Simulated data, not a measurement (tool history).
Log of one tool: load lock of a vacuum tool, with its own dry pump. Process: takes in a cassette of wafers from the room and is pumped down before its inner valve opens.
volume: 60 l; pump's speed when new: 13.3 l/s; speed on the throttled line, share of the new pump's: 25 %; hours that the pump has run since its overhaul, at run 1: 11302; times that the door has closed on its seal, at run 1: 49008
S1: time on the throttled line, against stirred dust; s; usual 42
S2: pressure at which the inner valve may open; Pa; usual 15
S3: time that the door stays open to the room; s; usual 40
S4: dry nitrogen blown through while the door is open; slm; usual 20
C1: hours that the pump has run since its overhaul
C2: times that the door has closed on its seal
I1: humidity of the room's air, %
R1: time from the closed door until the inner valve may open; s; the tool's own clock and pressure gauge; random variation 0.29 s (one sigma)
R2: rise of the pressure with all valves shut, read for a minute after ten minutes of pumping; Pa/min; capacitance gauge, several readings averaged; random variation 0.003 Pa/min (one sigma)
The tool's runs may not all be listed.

Run 1, hour 0.0: usual settings; C1 11302; C2 49008; I1 49.7. Result: R1 74.7 s, R2 0.153 Pa/min.
Run 2, hour 268.4: usual settings; C1 11571; C2 49761; I1 43.6. Result: R1 74.9 s, R2 0.154 Pa/min.
At hour 440.3: door's seal changed, seat wiped.
Run 3, hour 552.8: usual settings; C1 11854; C2 316; I1 51.3. Result: R1 74.9 s, R2 0.029 Pa/min.
Run 4, hour 887.1: usual settings; C1 12188; C2 1254; I1 43.1. Result: R1 74.6 s, R2 0.032 Pa/min.
Run 5, hour 1117.5: usual settings; C1 12418; C2 1901; I1 45.9. Result: R1 75.2 s, R2 0.032 Pa/min.
Run 6, hour 1498.1: usual settings; C1 12799; C2 2970; I1 41.3. Result: R1 74.9 s, R2 0.028 Pa/min.
Run 7, hour 1706.4: usual settings; C1 13007; C2 3554; I1 47.3. Result: R1 74.8 s, R2 0.040 Pa/min.
Run 8, hour 1912.6: usual settings; C1 13213; C2 4133; I1 40.6. Result: R1 75.5 s, R2 0.029 Pa/min.
Run 9, hour 2397.6: usual settings; C1 13699; C2 5495; I1 42.8. Result: R1 75.0 s, R2 0.029 Pa/min.
Run 10, hour 2619.5: usual settings; C1 13920; C2 6118; I1 41.5. Result: R1 75.6 s, R2 0.032 Pa/min.
Run 11, hour 2853.3: usual settings; C1 14154; C2 6774; I1 44.0. Result: R1 76.0 s, R2 0.029 Pa/min.
Run 12, hour 3313.8: usual settings; C1 14615; C2 8067; I1 47.5. Result: R1 76.0 s, R2 0.035 Pa/min.
Run 13, hour 3668.9: usual settings; C1 14970; C2 9064; I1 45.3. Result: R1 75.1 s, R2 0.034 Pa/min.
Run 14, hour 3985.4: usual settings; C1 15286; C2 9952; I1 40.9. Result: R1 76.4 s, R2 0.036 Pa/min.
Run 15, hour 4377.9: usual settings but S1 66 s, S3 34 s, S4 21 slm; C1 15679; C2 11054; I1 47.7. Result: R1 92.7 s, R2 0.037 Pa/min.
Run 16, hour 4669.8: usual settings but S1 66 s, S3 34 s, S4 21 slm; C1 15971; C2 11874; I1 43.4. Result: R1 93.4 s, R2 0.033 Pa/min.
Run 17, hour 4976.4: usual settings but S1 66 s, S3 34 s, S4 21 slm; C1 16277; C2 12735; I1 46.2. Result: R1 92.9 s, R2 0.042 Pa/min.
Run 18, hour 5298.5: usual settings but S1 72 s, S3 34 s, S4 8 slm; C1 16599; C2 13639; I1 48.0. Result: R1 97.9 s, R2 0.047 Pa/min.
Run 19, hour 5712.2: usual settings but S1 25 s, S2 29 Pa, S4 29 slm; C1 17013; C2 14800; I1 47.6. Result: R1 60.9 s, R2 0.043 Pa/min.
At hour 5747.6: dry pump taken out, an overhauled one fitted.
Run 20, hour 6224.4: usual settings but S1 25 s, S2 29 Pa, S4 29 slm; C1 477; C2 16222; I1 46.7. Result: R1 56.5 s, R2 0.047 Pa/min.
Run 21, hour 6617.8: usual settings but S1 25 s, S2 28 Pa, S4 29 slm; C1 870; C2 17326; I1 43.0. Result: R1 56.3 s, R2 0.044 Pa/min.
Run 22, hour 6902.5: usual settings but S1 65 s, S3 60 s; C1 1155; C2 18125; I1 45.4. Result: R1 89.4 s, R2 0.066 Pa/min.
Run 23, hour 7363.6: usual settings but S1 65 s, S3 60 s; C1 1616; C2 19420; I1 44.9. Result: R1 89.8 s, R2 0.056 Pa/min.
Run 24, hour 7689.1: usual settings but S1 65 s, S3 60 s; C1 1941; C2 20334; I1 45.2. Result: R1 89.8 s, R2 0.063 Pa/min.
Run 25, hour 8147.4: usual settings but S1 65 s, S3 60 s; C1 2400; C2 21620; I1 49.8. Result: R1 90.2 s, R2 0.069 Pa/min.

4 ways to go on from here, each from the tool as it stands after run 25. What would each give?
Run A, hour 8532.0: usual settings but S2 23 Pa; C1 2784; C2 22700; I1 43.3. Result: R1 ?, R2 ?.
Run B, hour 8532.0: usual settings but S1 35 s, S4 10 slm; C1 2784; C2 22700; I1 46.1. Result: R1 ?, R2 ?.
Run C, hour 8532.0: usual settings but S1 65 s, S2 12 Pa, S3 60 s; C1 2784; C2 22700; I1 43.1. Result: R1 ?, R2 ?.
Run D, hour 8532.0: usual settings but S1 65 s, S2 23 Pa, S3 60 s, S4 14 slm; C1 2784; C2 22700; I1 50.7. Result: R1 ?, R2 ?.

run    R1     R2
  A  71.1  0.056
  B  67.9  0.065
  C  90.6  0.063
  D  87.6  0.078
Without the tool's hidden state the same runs would have given:
run    R1     R2
  A  70.2  0.023
  B  66.9  0.033
  C  89.8  0.030
  D  86.9  0.044

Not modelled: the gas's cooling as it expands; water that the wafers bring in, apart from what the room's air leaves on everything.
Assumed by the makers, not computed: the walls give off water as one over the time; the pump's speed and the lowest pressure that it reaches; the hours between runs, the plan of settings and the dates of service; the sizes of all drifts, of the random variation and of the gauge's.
